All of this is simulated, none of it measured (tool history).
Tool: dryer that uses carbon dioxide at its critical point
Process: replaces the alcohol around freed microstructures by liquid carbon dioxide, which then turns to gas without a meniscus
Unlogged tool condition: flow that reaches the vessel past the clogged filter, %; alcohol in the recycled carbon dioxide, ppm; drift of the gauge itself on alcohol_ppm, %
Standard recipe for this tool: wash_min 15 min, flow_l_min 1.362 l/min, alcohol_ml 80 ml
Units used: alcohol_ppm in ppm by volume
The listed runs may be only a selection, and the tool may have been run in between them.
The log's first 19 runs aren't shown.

run	hour	wash_min	flow_l_min	alcohol_ml	hours of work since the filter was changed	hours of work since the purifier's bed was changed	alcohol_ppm
20	553.3	15	1.72	80	102	560	262
21	596.9	15	1.72	80	117	575	259
22	639	17	0.99	49	131	589	619
23	683.6	10	1.11	93	146	605	3103
24	706.2	10	1.11	93	154	612	3168
25	745	10	1.11	93	167	626	3198
26	775.4	16	1.11	93	178	636	1048
27	801.9	15	1.22	80	187	645	856
28	823.9	19	1.362	68	194	653	297
29	859.8	15	1.362	60	207	665	556
30	895.7	16	2.1	80	219	677	194
# hour 916.6: inlet filter changed
31	936.4	12	0.9	20	7	691	651
32	973.8	12	0.9	20	20	704	677
33	992.1	16	1.58	79	26	710	246
34	1028.6	15	1.362	91	38	723	502
35	1054.8	15	1.16	80	47	732	744
36	1086.5	15	1.16	80	58	743	751
37	1112.1	9	1.16	29	67	751	1044
38	1135.6	9	0.82	25	75	759	1580
39	1175.9	9	0.82	25	89	773	1606
40	1220	9	0.82	25	104	788	1626
41	1251.5	17	1.362	80	115	799	396
42	1296.4	15	1.81	48	130	815	235

Here are 5 independent what-if runs from the current tool condition. What would each one return?
A	1334.1	15	0.9	80	143	827	?
B	1334.1	12	1.39	80	143	827	?
C	1334.1	15	1.85	62	143	827	?
D	1334.1	15	0.83	25	143	827	?
E	1334.1	15	1.93	118	143	827	?

run	alcohol_ppm
A	1728
B	1038
C	251
D	756
E	296
With the hidden condition removed and each run's random variation left untouched, the same runs would have given:
run	alcohol_ppm
A	1160
B	612
C	54
D	452
E	76

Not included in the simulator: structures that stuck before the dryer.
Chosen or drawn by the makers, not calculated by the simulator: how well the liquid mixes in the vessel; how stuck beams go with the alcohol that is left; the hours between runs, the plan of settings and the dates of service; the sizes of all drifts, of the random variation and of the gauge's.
